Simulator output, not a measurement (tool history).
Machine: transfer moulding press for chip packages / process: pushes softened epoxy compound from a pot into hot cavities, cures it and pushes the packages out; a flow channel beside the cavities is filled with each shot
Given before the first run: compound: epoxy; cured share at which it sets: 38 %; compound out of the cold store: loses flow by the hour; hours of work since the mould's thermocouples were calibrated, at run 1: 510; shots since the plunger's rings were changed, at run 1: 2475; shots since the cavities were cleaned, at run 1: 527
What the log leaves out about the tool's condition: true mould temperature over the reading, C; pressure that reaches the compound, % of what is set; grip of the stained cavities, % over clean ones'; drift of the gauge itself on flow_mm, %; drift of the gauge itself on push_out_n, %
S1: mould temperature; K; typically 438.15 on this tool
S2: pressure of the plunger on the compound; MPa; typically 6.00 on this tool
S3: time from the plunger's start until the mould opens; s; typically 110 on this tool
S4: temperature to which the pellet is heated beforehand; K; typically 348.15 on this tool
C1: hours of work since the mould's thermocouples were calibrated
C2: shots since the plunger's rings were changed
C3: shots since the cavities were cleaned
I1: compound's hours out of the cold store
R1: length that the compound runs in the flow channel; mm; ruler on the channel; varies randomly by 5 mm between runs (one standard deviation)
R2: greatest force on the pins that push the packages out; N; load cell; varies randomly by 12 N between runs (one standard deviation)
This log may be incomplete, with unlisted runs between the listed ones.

run	day	S1	S2	S3	S4	C1	C2	C3	I1	R1	R2
1	0.000	438.15	6.00	110	348.15	510	2475	527	33.2	607	851
# day 0.442: plunger's sealing rings changed
# day 0.838: mould's thermocouples calibrated
2	1.042	438.15	6.00	110	348.15	3	135	750	24.1	672	897
3	1.633	438.15	6.00	101	348.15	11	290	905	18.3	695	1200
# day 2.625: cavities cleaned with cleaning compound and waxed
4	2.625	438.15	6.00	101	348.15	25	532	0	19.4	686	632
5	3.550	438.15	6.00	101	348.15	38	772	240	17.6	691	836
6	4.612	438.15	6.00	110	348.15	53	1050	518	25.5	666	871
7	5.258	438.15	6.00	110	348.15	62	1217	685	46.9	582	912
8	6.146	438.15	6.00	110	348.15	75	1449	917	37.8	612	966
# day 7.083: cavities cleaned with cleaning compound and waxed
9	7.162	438.15	6.00	96	348.15	89	1697	20	35.0	621	736
10	8.158	438.15	6.00	96	348.15	103	1956	279	39.4	593	924
11	8.904	438.15	5.89	110	348.15	114	2151	474	44.1	578	825
12	9.508	438.15	5.89	110	348.15	123	2309	632	20.6	656	916
# day 10.542: plunger's sealing rings changed
13	10.562	438.15	5.73	110	348.15	136	5	879	26.8	643	1010
14	11.500	434.15	6.00	110	348.15	150	249	1123	44.5	622	1275
# day 11.671: cavities cleaned with cleaning compound and waxed
15	12.154	441.15	5.35	110	348.15	158	404	126	22.5	630	562
16	12.921	433.15	6.00	142	343.15	169	604	326	16.1	714	720
17	13.475	440.15	7.08	148	355.15	177	748	470	8.3	790	670
18	14.204	440.15	5.95	114	348.15	187	937	659	12.5	701	823
19	15.071	440.15	5.95	114	348.15	200	1164	886	33.2	621	857
20	15.850	434.15	6.00	95	352.15	211	1367	1089	14.8	707	1973
# day 16.112: cavities cleaned with cleaning compound and waxed
21	16.833	438.15	6.00	140	356.15	224	1606	187	9.7	719	530
22	17.375	433.15	5.51	114	356.15	232	1748	329	43.7	580	913
23	17.938	433.15	5.51	114	356.15	240	1894	475	47.6	559	997
24	18.729	433.15	6.96	123	343.15	251	2100	681	43.4	650	993
25	19.400	433.15	6.96	123	343.15	261	2276	857	34.2	675	1055
# day 20.596: plunger's sealing rings changed
# day 20.658: cavities cleaned with cleaning compound and waxed
26	20.683	438.15	7.15	110	348.15	277	6	6	39.6	668	547
27	21.308	438.15	5.12	110	352.15	286	169	169	42.0	561	686
28	22.092	440.15	5.61	128	345.15	297	373	373	41.1	584	645

Below, each run's measurement less what the same run would have read without the hidden state. Both values contain the same run-to-run variation, but the gauge's scatter may not be the same in both:
run	R1	R2
1	-26	+305
2	-4	+353
3	-5	+505
4	-9	+5
5	-12	+200
6	-15	+321
7	-15	+375
8	-18	+436
9	-22	+30
10	-24	+246
11	-26	+291
12	-32	+365
13	-2	+453
14	-4	+612
15	-7	+91
16	-11	+209
17	-13	+234
18	-15	+334
19	-16	+384
20	-22	+942
21	-26	+111
22	-22	+269
23	-23	+355
24	-30	+408
25	-33	+466
26	-1	+20
27	-3	+147
28	-4	+209

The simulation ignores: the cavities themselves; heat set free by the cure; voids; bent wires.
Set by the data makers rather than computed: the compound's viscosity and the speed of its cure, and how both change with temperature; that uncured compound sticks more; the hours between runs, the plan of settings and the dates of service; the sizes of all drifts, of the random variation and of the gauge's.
